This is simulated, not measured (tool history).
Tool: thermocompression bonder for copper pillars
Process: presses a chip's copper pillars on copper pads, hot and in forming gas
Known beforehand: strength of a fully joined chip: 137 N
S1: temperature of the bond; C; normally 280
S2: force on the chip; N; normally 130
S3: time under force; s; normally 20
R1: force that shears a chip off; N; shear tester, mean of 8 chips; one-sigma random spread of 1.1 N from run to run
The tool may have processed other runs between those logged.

run,hour,S1,S2,S3,R1
1,0.0,280,130,20,89.1
2,20.8,280,130,20,89.3
3,44.3,280,130,20,88.2
4,72.7,280,130,20,87.2
# hour 90.3: forming gas filter changed
5,98.0,280,130,20,91.1
6,121.8,280,130,20,91.5
7,148.6,280,130,20,90.4
8,167.5,280,130,20,92.8
9,187.1,280,130,20,89.9
10,201.9,280,130,20,88.6
# hour 204.9: force cell calibrated
11,217.5,253,121,19,63.2
12,235.6,274,192,10,83.3
13,257.8,301,168,39,122.2
14,272.2,301,168,39,123.3
15,299.3,301,168,39,121.4
# hour 315.7: force cell calibrated, once more
16,325.6,301,168,39,119.8
17,349.8,274,160,20,89.1
18,374.2,274,160,20,90.4
# hour 384.3: forming gas filter changed
19,389.9,289,160,14,97.1

What if the next run were any one of these 4? Each begins from the tool's condition after run 19:
A,405.8,289,173,14,?
B,405.8,265,160,14,?
C,405.8,285,160,14,?
D,405.8,279,181,59,?

run,R1
A,101.7
B,79.4
C,94.5
D,123.0
Without the tool's hidden state the same runs would have given:
run,R1
A,103.4
B,81.1
C,96.3
D,124.4
